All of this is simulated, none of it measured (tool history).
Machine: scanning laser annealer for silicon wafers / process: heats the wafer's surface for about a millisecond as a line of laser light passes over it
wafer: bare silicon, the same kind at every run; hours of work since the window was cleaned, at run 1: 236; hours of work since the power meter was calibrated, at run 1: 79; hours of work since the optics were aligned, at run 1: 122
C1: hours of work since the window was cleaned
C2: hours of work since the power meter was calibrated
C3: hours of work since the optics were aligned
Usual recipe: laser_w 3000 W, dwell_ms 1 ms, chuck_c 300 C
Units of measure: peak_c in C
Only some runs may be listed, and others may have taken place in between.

{"run": 1, "hour": 0.0, "laser_w": 3000, "dwell_ms": 1, "chuck_c": 300, "C1": 236, "C2": 79, "C3": 122, "peak_c": 1085}
{"run": 2, "hour": 41.4, "laser_w": 3000, "dwell_ms": 1, "chuck_c": 300, "C1": 260, "C2": 103, "C3": 145, "peak_c": 1083}
{"run": 3, "hour": 67.8, "laser_w": 3000, "dwell_ms": 1, "chuck_c": 300, "C1": 275, "C2": 118, "C3": 160, "peak_c": 1082}
{"run": 4, "hour": 90.9, "laser_w": 3000, "dwell_ms": 1, "chuck_c": 300, "C1": 288, "C2": 131, "C3": 173, "peak_c": 1080}
{"run": 5, "hour": 112.8, "laser_w": 3000, "dwell_ms": 1, "chuck_c": 300, "C1": 300, "C2": 143, "C3": 186, "peak_c": 1086}
{"run": 6, "hour": 150.4, "laser_w": 3000, "dwell_ms": 1, "chuck_c": 300, "C1": 322, "C2": 165, "C3": 207, "peak_c": 1084}
{"run": 7, "hour": 174.3, "laser_w": 3000, "dwell_ms": 1, "chuck_c": 271, "C1": 336, "C2": 179, "C3": 221, "peak_c": 1051}
{"run": 8, "hour": 203.3, "laser_w": 3000, "dwell_ms": 1, "chuck_c": 271, "C1": 352, "C2": 195, "C3": 238, "peak_c": 1055}
{"run": 9, "hour": 237.5, "laser_w": 3000, "dwell_ms": 1.04, "chuck_c": 300, "C1": 372, "C2": 215, "C3": 257, "peak_c": 1097}
{"run": 10, "hour": 273.9, "laser_w": 3000, "dwell_ms": 1.04, "chuck_c": 300, "C1": 392, "C2": 235, "C3": 278, "peak_c": 1095}
{"run": 11, "hour": 299.4, "laser_w": 3000, "dwell_ms": 1.04, "chuck_c": 300, "C1": 407, "C2": 250, "C3": 292, "peak_c": 1097}
{"run": 12, "hour": 335.6, "laser_w": 3000, "dwell_ms": 1.04, "chuck_c": 333, "C1": 428, "C2": 271, "C3": 313, "peak_c": 1129}
{"run": 13, "hour": 365.1, "laser_w": 3000, "dwell_ms": 1.04, "chuck_c": 333, "C1": 444, "C2": 287, "C3": 330, "peak_c": 1133}
{"run": 14, "hour": 382.4, "laser_w": 3000, "dwell_ms": 1.04, "chuck_c": 333, "C1": 454, "C2": 297, "C3": 340, "peak_c": 1129}
{"run": 15, "hour": 423.8, "laser_w": 3000, "dwell_ms": 1, "chuck_c": 269, "C1": 478, "C2": 321, "C3": 364, "peak_c": 1052}
{"run": 16, "hour": 442.7, "laser_w": 3000, "dwell_ms": 0.9, "chuck_c": 269, "C1": 489, "C2": 332, "C3": 374, "peak_c": 1011}
{"run": 17, "hour": 481.8, "laser_w": 2961, "dwell_ms": 1, "chuck_c": 300, "C1": 511, "C2": 354, "C3": 397, "peak_c": 1069}
{"run": 18, "hour": 518.6, "laser_w": 2961, "dwell_ms": 1, "chuck_c": 300, "C1": 532, "C2": 375, "C3": 418, "peak_c": 1069}
{"run": 19, "hour": 535.9, "laser_w": 2961, "dwell_ms": 1, "chuck_c": 300, "C1": 542, "C2": 385, "C3": 428, "peak_c": 1071}
{"run": 20, "hour": 571.3, "laser_w": 3000, "dwell_ms": 1, "chuck_c": 300, "C1": 562, "C2": 405, "C3": 448, "peak_c": 1081}
{"run": 21, "hour": 605.6, "laser_w": 2733, "dwell_ms": 0.92, "chuck_c": 300, "C1": 582, "C2": 425, "C3": 467, "peak_c": 983}
{"run": 22, "hour": 631.2, "laser_w": 2729, "dwell_ms": 1.17, "chuck_c": 314, "C1": 596, "C2": 439, "C3": 482, "peak_c": 1079}
{"run": 23, "hour": 660.2, "laser_w": 2729, "dwell_ms": 1.17, "chuck_c": 307, "C1": 613, "C2": 456, "C3": 498, "peak_c": 1071}
{"run": 24, "hour": 678.8, "laser_w": 3066, "dwell_ms": 0.95, "chuck_c": 276, "C1": 624, "C2": 466, "C3": 509, "peak_c": 1055}
{"run": 25, "hour": 706.1, "laser_w": 3249, "dwell_ms": 0.74, "chuck_c": 324, "C1": 639, "C2": 482, "C3": 525, "peak_c": 1060}
{"run": 26, "hour": 729.6, "laser_w": 2652, "dwell_ms": 0.87, "chuck_c": 308, "C1": 653, "C2": 495, "C3": 538, "peak_c": 952}
{"run": 27, "hour": 754.1, "laser_w": 2652, "dwell_ms": 0.77, "chuck_c": 302, "C1": 667, "C2": 509, "C3": 552, "peak_c": 911}
{"run": 28, "hour": 775.1, "laser_w": 3000, "dwell_ms": 1, "chuck_c": 269, "C1": 679, "C2": 521, "C3": 564, "peak_c": 1055}
{"run": 29, "hour": 814.6, "laser_w": 2969, "dwell_ms": 1.24, "chuck_c": 323, "C1": 701, "C2": 544, "C3": 587, "peak_c": 1183}
{"run": 30, "hour": 836.3, "laser_w": 2722, "dwell_ms": 0.74, "chuck_c": 273, "C1": 713, "C2": 556, "C3": 599, "peak_c": 888}
{"run": 31, "hour": 870.9, "laser_w": 2722, "dwell_ms": 0.74, "chuck_c": 273, "C1": 733, "C2": 576, "C3": 619, "peak_c": 893}
{"run": 32, "hour": 887.6, "laser_w": 2722, "dwell_ms": 0.74, "chuck_c": 273, "C1": 743, "C2": 586, "C3": 628, "peak_c": 891}
{"hour": 899.5, "done": "window over the wafer cleaned"}
{"run": 33, "hour": 916.3, "laser_w": 3256, "dwell_ms": 0.92, "chuck_c": 300, "C1": 10, "C2": 601, "C3": 643, "peak_c": 1121}
{"run": 34, "hour": 944.9, "laser_w": 3256, "dwell_ms": 0.92, "chuck_c": 300, "C1": 26, "C2": 617, "C3": 660, "peak_c": 1118}
{"run": 35, "hour": 967.7, "laser_w": 3256, "dwell_ms": 0.92, "chuck_c": 300, "C1": 39, "C2": 630, "C3": 673, "peak_c": 1121}
{"run": 36, "hour": 999.8, "laser_w": 3256, "dwell_ms": 0.92, "chuck_c": 300, "C1": 57, "C2": 649, "C3": 691, "peak_c": 1118}
{"run": 37, "hour": 1041.0, "laser_w": 3256, "dwell_ms": 0.92, "chuck_c": 300, "C1": 81, "C2": 672, "C3": 715, "peak_c": 1114}
{"run": 38, "hour": 1068.2, "laser_w": 3256, "dwell_ms": 0.92, "chuck_c": 300, "C1": 96, "C2": 688, "C3": 730, "peak_c": 1115}
{"run": 39, "hour": 1101.2, "laser_w": 3256, "dwell_ms": 0.92, "chuck_c": 300, "C1": 115, "C2": 706, "C3": 749, "peak_c": 1117}
{"run": 40, "hour": 1135.6, "laser_w": 3256, "dwell_ms": 0.74, "chuck_c": 302, "C1": 135, "C2": 726, "C3": 769, "peak_c": 1041}

Alternative continuations, all from the tool just after run 40; predict every row:
{"run": "A", "hour": 1176.2, "laser_w": 3082, "dwell_ms": 1.12, "chuck_c": 288, "C1": 158, "C2": 749, "C3": 792, "peak_c": "?"}
{"run": "B", "hour": 1176.2, "laser_w": 3132, "dwell_ms": 0.74, "chuck_c": 302, "C1": 158, "C2": 749, "C3": 792, "peak_c": "?"}
{"run": "C", "hour": 1176.2, "laser_w": 2832, "dwell_ms": 0.74, "chuck_c": 302, "C1": 158, "C2": 749, "C3": 792, "peak_c": "?"}
{"run": "D", "hour": 1176.2, "laser_w": 3294, "dwell_ms": 0.74, "chuck_c": 324, "C1": 158, "C2": 749, "C3": 792, "peak_c": "?"}
{"run": "E", "hour": 1176.2, "laser_w": 3084, "dwell_ms": 1.04, "chuck_c": 290, "C1": 158, "C2": 749, "C3": 792, "peak_c": "?"}

run=A peak_c=1137
run=B peak_c=1013
run=C peak_c=944
run=D peak_c=1069
run=E peak_c=1108
The same runs, with their run-to-run variation unchanged, on a tool lacking any hidden condition would have given:
run=A peak_c=1137
run=B peak_c=1013
run=C peak_c=945
run=D peak_c=1070
run=E peak_c=1108
